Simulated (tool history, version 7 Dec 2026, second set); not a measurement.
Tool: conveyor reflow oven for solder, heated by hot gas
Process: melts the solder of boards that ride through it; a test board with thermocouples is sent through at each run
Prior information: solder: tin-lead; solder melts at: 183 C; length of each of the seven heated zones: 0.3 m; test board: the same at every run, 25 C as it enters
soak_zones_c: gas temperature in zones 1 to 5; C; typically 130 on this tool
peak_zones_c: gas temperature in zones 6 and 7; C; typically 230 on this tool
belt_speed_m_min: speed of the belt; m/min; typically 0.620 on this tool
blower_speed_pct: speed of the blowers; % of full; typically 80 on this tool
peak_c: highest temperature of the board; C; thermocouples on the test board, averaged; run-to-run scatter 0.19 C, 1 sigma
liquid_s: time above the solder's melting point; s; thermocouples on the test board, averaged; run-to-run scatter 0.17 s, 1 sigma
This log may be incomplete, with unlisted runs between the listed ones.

run,hour,soak_zones_c,peak_zones_c,belt_speed_m_min,blower_speed_pct,peak_c,liquid_s
1,0.0,130,230,0.620,80,207.6,34.9
2,19.4,130,230,0.620,80,207.8,34.6
3,46.0,118,230,0.620,80,205.2,29.9
4,83.4,142,230,0.620,80,209.8,39.9
5,121.0,142,230,0.620,80,210.1,39.6
# hour 136.9: thermocouples of zones 6 and 7 changed
6,139.8,130,230,0.620,80,209.4,36.0
7,161.2,130,230,0.620,80,209.1,35.8
8,190.7,130,230,0.620,80,209.2,35.8
9,220.1,130,230,0.620,80,209.0,35.7
10,239.4,130,230,0.620,84,209.8,36.3
11,260.1,130,230,0.620,84,209.7,36.4
12,294.6,130,224,0.620,84,204.6,32.2
13,326.6,130,230,0.716,80,203.0,25.3
14,344.8,130,224,0.620,80,203.6,31.1
15,369.7,139,230,0.620,80,210.2,39.3
16,403.9,130,230,0.724,80,202.4,24.7
17,422.9,116,230,0.620,61,199.9,23.9
# hour 432.8: flux residue cleaned out of gas plates and filters
18,443.2,142,230,0.620,57,206.8,36.0

What will run 19 give?
19,460.1,130,227,0.620,53,?,?

Run 19 came out at peak_c 200.2 C, liquid_s 26.5 s.
Minus the tool's unlogged condition, the same run would have read peak_c 200.0 C, liquid_s 25.8 s.

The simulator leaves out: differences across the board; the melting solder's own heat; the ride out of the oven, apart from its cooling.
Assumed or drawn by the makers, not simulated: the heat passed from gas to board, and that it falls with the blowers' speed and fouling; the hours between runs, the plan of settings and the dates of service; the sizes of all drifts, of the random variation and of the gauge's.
